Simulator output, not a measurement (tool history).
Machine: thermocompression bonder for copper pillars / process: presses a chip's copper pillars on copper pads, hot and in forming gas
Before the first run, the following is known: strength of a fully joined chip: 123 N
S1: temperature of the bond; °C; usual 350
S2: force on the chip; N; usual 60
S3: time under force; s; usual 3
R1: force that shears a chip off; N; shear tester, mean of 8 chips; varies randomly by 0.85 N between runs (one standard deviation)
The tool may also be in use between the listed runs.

{"run": 1, "hour": 0.0, "S1": 350, "S2": 60, "S3": 3, "R1": 69.2}
{"run": 2, "hour": 45.1, "S1": 350, "S2": 60, "S3": 3, "R1": 67.2}
{"run": 3, "hour": 87.9, "S1": 350, "S2": 73, "S3": 3, "R1": 79.0}
{"run": 4, "hour": 150.9, "S1": 350, "S2": 73, "S3": 3, "R1": 76.8}
{"run": 5, "hour": 178.7, "S1": 350, "S2": 73, "S3": 3, "R1": 78.7}
{"run": 6, "hour": 220.3, "S1": 350, "S2": 73, "S3": 3, "R1": 77.9}
{"run": 7, "hour": 254.3, "S1": 350, "S2": 73, "S3": 3, "R1": 78.3}
{"run": 8, "hour": 314.9, "S1": 350, "S2": 60, "S3": 3, "R1": 66.5}
{"run": 9, "hour": 367.8, "S1": 350, "S2": 60, "S3": 3, "R1": 66.2}
{"run": 10, "hour": 422.0, "S1": 350, "S2": 60, "S3": 3, "R1": 63.8}
{"hour": 457.3, "done": "forming gas filter changed"}
{"run": 11, "hour": 484.5, "S1": 350, "S2": 60, "S3": 3, "R1": 66.9}
{"hour": 490.7, "done": "heater calibrated with a thermocouple chip"}
{"run": 12, "hour": 524.8, "S1": 350, "S2": 60, "S3": 3, "R1": 65.1}
{"run": 13, "hour": 578.9, "S1": 350, "S2": 60, "S3": 3, "R1": 64.4}
{"run": 14, "hour": 643.6, "S1": 322, "S2": 47, "S3": 3, "R1": 37.3}
{"hour": 682.5, "done": "heater calibrated with a thermocouple chip, once more"}
{"run": 15, "hour": 696.9, "S1": 350, "S2": 86, "S3": 3, "R1": 91.0}
{"run": 16, "hour": 746.7, "S1": 344, "S2": 60, "S3": 4, "R1": 75.2}
{"run": 17, "hour": 782.7, "S1": 344, "S2": 42, "S3": 4, "R1": 55.4}
{"run": 18, "hour": 832.4, "S1": 344, "S2": 42, "S3": 4, "R1": 55.0}
{"run": 19, "hour": 889.6, "S1": 344, "S2": 42, "S3": 4, "R1": 55.0}
{"run": 20, "hour": 915.7, "S1": 354, "S2": 76, "S3": 7, "R1": 102.9}
{"run": 21, "hour": 953.1, "S1": 350, "S2": 70, "S3": 5, "R1": 90.5}
{"run": 22, "hour": 1017.7, "S1": 333, "S2": 68, "S3": 3, "R1": 67.2}
{"hour": 1081.8, "done": "force cell calibrated"}
{"run": 23, "hour": 1082.5, "S1": 372, "S2": 84, "S3": 2, "R1": 89.0}
{"run": 24, "hour": 1116.1, "S1": 326, "S2": 88, "S3": 5, "R1": 82.3}
{"run": 25, "hour": 1145.3, "S1": 362, "S2": 38, "S3": 5, "R1": 57.8}
{"run": 26, "hour": 1187.6, "S1": 362, "S2": 38, "S3": 5, "R1": 57.7}

4 ways to go on from here, each from the tool as it stands after run 26. What would each give?
{"run": "A", "hour": 1235.5, "S1": 333, "S2": 40, "S3": 2, "R1": "?"}
{"run": "B", "hour": 1235.5, "S1": 366, "S2": 63, "S3": 3, "R1": "?"}
{"run": "C", "hour": 1235.5, "S1": 362, "S2": 38, "S3": 8, "R1": "?"}
{"run": "D", "hour": 1235.5, "S1": 350, "S2": 72, "S3": 3, "R1": "?"}

run=A R1=30.5
run=B R1=75.3
run=C R1=66.9
run=D R1=75.2
What these runs would have given with no unlogged condition in the tool:
run=A R1=32.8
run=B R1=79.5
run=C R1=70.9
run=D R1=79.5
